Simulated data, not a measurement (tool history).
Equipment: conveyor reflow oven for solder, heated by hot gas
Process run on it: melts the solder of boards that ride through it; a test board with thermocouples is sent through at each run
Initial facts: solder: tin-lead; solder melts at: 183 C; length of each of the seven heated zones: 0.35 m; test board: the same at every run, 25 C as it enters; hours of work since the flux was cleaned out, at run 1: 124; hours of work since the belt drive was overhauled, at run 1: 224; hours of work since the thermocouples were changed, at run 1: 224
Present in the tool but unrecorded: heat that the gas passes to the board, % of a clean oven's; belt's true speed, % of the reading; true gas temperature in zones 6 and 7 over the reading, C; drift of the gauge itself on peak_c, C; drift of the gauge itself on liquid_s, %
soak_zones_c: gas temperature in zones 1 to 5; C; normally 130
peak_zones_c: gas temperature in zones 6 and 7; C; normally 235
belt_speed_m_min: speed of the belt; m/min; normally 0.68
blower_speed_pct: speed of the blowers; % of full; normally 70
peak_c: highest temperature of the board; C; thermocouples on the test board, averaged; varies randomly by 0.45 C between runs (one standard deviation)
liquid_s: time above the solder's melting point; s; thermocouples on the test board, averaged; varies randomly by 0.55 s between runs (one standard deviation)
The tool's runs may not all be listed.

run	hour	soak_zones_c	peak_zones_c	belt_speed_m_min	blower_speed_pct	hours of work since the flux was cleaned out	hours of work since the belt drive was overhauled	hours of work since the thermocouples were changed	peak_c	liquid_s
1	0	130	235	0.68	70	124	224	224	209.6	36.7
2	55.3	130	238	0.68	70	165	265	265	211.3	39.4
3	94.1	130	238	0.68	70	194	294	294	209.9	38
4	161.3	130	238	0.68	70	244	344	344	209.4	36.9
5	233.8	130	238	0.68	70	298	398	398	209.1	37
6	279.6	131	235	0.68	70	333	432	432	207.1	35.4
7	322.2	130	235	0.68	61	364	464	464	204.7	31.6
8	367.5	130	235	0.68	61	398	498	498	203.3	30.7
9	414.1	130	235	0.68	61	433	533	533	203.3	30.1
# hour 445.6: flux residue cleaned out of gas plates and filters
10	477.2	130	235	0.68	80	24	576	576	211.4	39.2
11	509.9	130	235	0.68	80	48	600	600	211.2	40
12	572.4	130	235	0.68	80	95	647	647	211.7	38.4
13	624.5	130	235	0.552	70	133	686	686	216.8	52.7
14	697	130	235	0.552	53	188	740	740	211.2	49.5
15	732.6	130	235	0.552	53	214	766	766	211.4	49
16	773.4	130	235	0.68	70	245	797	797	206.2	34.2
# hour 842.9: thermocouples of zones 6 and 7 changed
17	843.1	123	226	0.566	66	295	847	0	204.1	39.5
# hour 862.5: belt drive overhauled, speed set with a stopwatch
18	904.2	130	228	0.68	70	338	31	43	200.7	28.8
19	955.2	137	235	0.68	70	376	69	81	208.5	36.4
20	1015.6	137	235	0.68	70	421	114	126	205.1	35.7
21	1046.5	130	235	0.649	86	444	137	149	209.4	39.2
# hour 1064.1: flux residue cleaned out of gas plates and filters
22	1093.8	130	235	0.649	86	22	169	181	214.9	43.9
23	1153.6	137	245	0.68	67	67	213	225	218.3	45.4
24	1221.5	122	233	0.66	66	117	264	276	204.8	32.4
25	1255.5	122	233	0.66	66	143	289	301	205.4	32
26	1313.7	130	230	0.68	60	186	333	345	202.1	28.6
27	1365.6	130	230	0.68	60	225	372	383	200.3	28.1
28	1399.8	140	233	0.68	60	250	397	409	205.4	36.8
29	1430.6	142	230	0.611	75	273	420	432	209.3	46.4
30	1486.8	130	239	0.574	70	315	462	474	216.8	50.4
31	1556.7	117	228	0.68	70	368	514	526	196.2	20.8

Here are 4 independent what-if runs from the current tool condition. What would each one return?
A	1616.8	121	228	0.556	70	412	559	571	?	?
B	1616.8	122	235	0.733	72	412	559	571	?	?
C	1616.8	135	235	0.775	85	412	559	571	?	?
D	1616.8	122	228	0.541	56	412	559	571	?	?

run	peak_c	liquid_s
A	204.2	39.7
B	198.8	22.5
C	203.4	28
D	203.5	38.5
Stripped of hidden state, with their random variation kept, the same runs would have yielded:
run	peak_c	liquid_s
A	209.4	45.8
B	205.3	29.1
C	209.8	33.8
D	208.4	44.6
